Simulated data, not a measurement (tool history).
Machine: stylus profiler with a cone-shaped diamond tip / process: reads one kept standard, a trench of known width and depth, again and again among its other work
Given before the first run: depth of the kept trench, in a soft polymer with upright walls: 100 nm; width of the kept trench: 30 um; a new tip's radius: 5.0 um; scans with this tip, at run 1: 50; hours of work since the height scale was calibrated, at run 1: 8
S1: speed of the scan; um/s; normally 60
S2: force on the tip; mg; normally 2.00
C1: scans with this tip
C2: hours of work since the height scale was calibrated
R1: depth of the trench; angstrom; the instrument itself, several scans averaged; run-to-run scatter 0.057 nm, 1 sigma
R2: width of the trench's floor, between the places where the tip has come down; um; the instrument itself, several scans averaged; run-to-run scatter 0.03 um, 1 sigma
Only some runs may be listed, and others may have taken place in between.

run 1 hour=0.0 | S1=60 S2=2.00 | C1=50 C2=8 | R1=1010.1 R2=27.89
run 2 hour=20.6 | S1=33 S2=2.00 | C1=140 C2=22 | R1=1010.0 R2=27.90
run 3 hour=45.1 | S1=60 S2=4.21 | C1=246 C2=39 | R1=1015.6 R2=27.85
run 4 hour=88.1 | S1=60 S2=4.21 | C1=432 C2=69 | R1=1015.7 R2=27.91
run 5 hour=107.5 | S1=60 S2=4.21 | C1=516 C2=82 | R1=1015.8 R2=27.93
run 6 hour=132.1 | S1=60 S2=4.21 | C1=623 C2=99 | R1=1016.0 R2=27.87
run 7 hour=157.1 | S1=85 S2=0.94 | C1=732 C2=116 | R1=1005.0 R2=27.75
run 8 hour=185.6 | S1=108 S2=0.79 | C1=855 C2=136 | R1=1005.2 R2=27.61
run 9 hour=221.2 | S1=108 S2=0.79 | C1=1009 C2=161 | R1=1005.5 R2=27.65
run 10 hour=254.2 | S1=140 S2=1.85 | C1=1153 C2=183 | R1=1009.3 R2=27.69
run 11 hour=294.6 | S1=23 S2=0.97 | C1=1328 C2=211 | R1=1005.7 R2=27.89

Predict the results of run 12:
run 12 hour=314.7 | S1=161 S2=5.84 | C1=1415 C2=225 | R1=? R2=?

Logged for run 12: R1 1018.7 angstrom, R2 27.79 um.
With the hidden condition absent and the run-to-run variation left alone, this run would have shown R1 1019.1 angstrom, R2 27.83 um.
